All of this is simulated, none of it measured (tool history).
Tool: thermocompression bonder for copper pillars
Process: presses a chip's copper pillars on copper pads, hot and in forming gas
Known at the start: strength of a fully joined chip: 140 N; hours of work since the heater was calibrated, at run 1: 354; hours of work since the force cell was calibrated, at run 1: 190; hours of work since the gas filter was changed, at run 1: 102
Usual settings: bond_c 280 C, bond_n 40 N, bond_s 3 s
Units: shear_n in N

run,hour,bond_c,bond_n,bond_s,hours of work since the heater was calibrated,hours of work since the force cell was calibrated,hours of work since the gas filter was changed,shear_n
1,0,280,40,3,354,190,102,68.2
2,13.7,280,40,3,362,198,109,67.3
3,26.8,280,40,5,370,205,117,78.2
4,36.3,280,49,5,375,210,122,86.6
5,47.4,308,49,5,381,217,129,101.5
# hour 57.5: forming gas filter changed
6,65,280,40,3,391,227,4,70
7,78.7,280,40,3,399,234,12,67.5
8,91.7,251,40,2,406,242,20,44.1
9,106.6,251,40,2,415,250,28,42.1
10,113.7,280,39,2,419,254,32,57.4
11,129.6,280,39,2,428,264,41,57.2
12,139.7,266,40,3,434,269,47,58.6
13,149.7,295,32,5,440,275,53,78.2

4 ways to go on from here, each from the tool as it stands after run 13. What would each give?
A,165.4,303,29,4,449,284,62,?
B,165.4,280,27,3,449,284,62,?
C,165.4,295,32,2,449,284,62,?
D,165.4,280,54,6,449,284,62,?

run,shear_n
A,74.4
B,50.5
C,58.1
D,93.1
Without the tool's hidden state the same runs would have given:
run,shear_n
A,79
B,54.2
C,62.1
D,98.4
